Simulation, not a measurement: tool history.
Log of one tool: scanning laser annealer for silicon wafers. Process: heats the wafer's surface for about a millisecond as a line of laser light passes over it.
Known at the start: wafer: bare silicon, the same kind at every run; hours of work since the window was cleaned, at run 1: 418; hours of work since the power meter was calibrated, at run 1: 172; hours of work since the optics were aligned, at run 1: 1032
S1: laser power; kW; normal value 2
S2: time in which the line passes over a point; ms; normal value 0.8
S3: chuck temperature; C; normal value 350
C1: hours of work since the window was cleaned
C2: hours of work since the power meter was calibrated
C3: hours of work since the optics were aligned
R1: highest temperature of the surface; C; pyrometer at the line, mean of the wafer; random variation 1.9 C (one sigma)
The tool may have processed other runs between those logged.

run,hour,S1,S2,S3,C1,C2,C3,R1
1,0,2,0.8,350,418,172,1032,1138
2,4.7,2,0.8,350,422,176,1036,1136
3,14.6,2,0.634,350,429,183,1044,1052
4,18.9,2,0.634,350,433,187,1047,1051
5,25,2,0.8,350,438,192,1052,1136
6,33.4,1.89,0.8,350,444,198,1059,1094
7,41.1,2.007,0.8,350,450,204,1065,1138
8,46.1,2.007,0.8,350,454,208,1069,1139
9,53.2,2.007,0.8,350,460,214,1074,1141
10,57.6,2.007,0.8,350,463,217,1078,1141
11,67.2,2.007,0.8,350,471,225,1085,1138
# hour 78.6: optics aligned, line set to its width
12,80.3,2,0.8,350,477,231,1,1148
13,86.2,2,0.8,350,482,236,6,1146
14,96,2,0.8,350,490,244,14,1143
15,104.6,2,0.8,350,496,250,20,1142
16,113.6,2,0.8,313,504,258,28,1106
17,119.8,2,0.8,313,508,262,32,1108
18,130.2,2,0.8,313,517,271,41,1103
19,137.6,2,0.8,313,522,276,46,1106
20,145,2.014,0.8,350,528,282,52,1148
21,151.1,1.943,0.564,372,533,287,57,1019
22,159.5,2.193,0.788,323,540,294,64,1190
23,165.1,2.193,0.788,323,544,298,68,1188
24,169.9,2.193,0.788,323,548,302,72,1189
25,178.3,2.193,0.788,323,555,309,79,1184
26,188,2.186,0.8,350,562,316,86,1217
27,194.1,2.126,0.8,339,567,321,91,1179
28,202.5,2.126,0.8,339,574,328,98,1176
29,208.3,2.126,0.8,339,578,332,102,1181
30,214.8,2.126,0.889,343,583,337,107,1229
31,219.7,2.176,0.8,320,587,341,111,1179
32,229.7,1.745,0.717,363,595,349,119,1017
33,237.7,1.745,0.896,376,601,355,125,1100
34,243.8,1.745,0.896,376,606,360,130,1098
35,249.4,1.931,0.765,357,611,365,135,1100
36,259.7,1.931,0.765,357,619,373,143,1101
37,269.1,1.931,0.765,357,626,380,150,1101
38,275,1.971,0.717,359,631,385,155,1092
39,279.6,2.074,0.692,359,634,388,158,1119

Predict each of these 5 candidate next runs independently; none follows another, all start after run 39:
A,288.1,2.074,0.827,365,641,395,165,?
B,288.1,2,0.8,382,641,395,165,?
C,288.1,2.074,0.692,358,641,395,165,?
D,288.1,2.081,0.692,342,641,395,165,?
E,288.1,1.816,0.8,313,641,395,165,?

run,R1
A,1197
B,1168
C,1117
D,1105
E,1024
Stripped of hidden state, with their random variation kept, the same runs would have yielded:
run,R1
A,1233
B,1202
C,1150
D,1138
E,1056
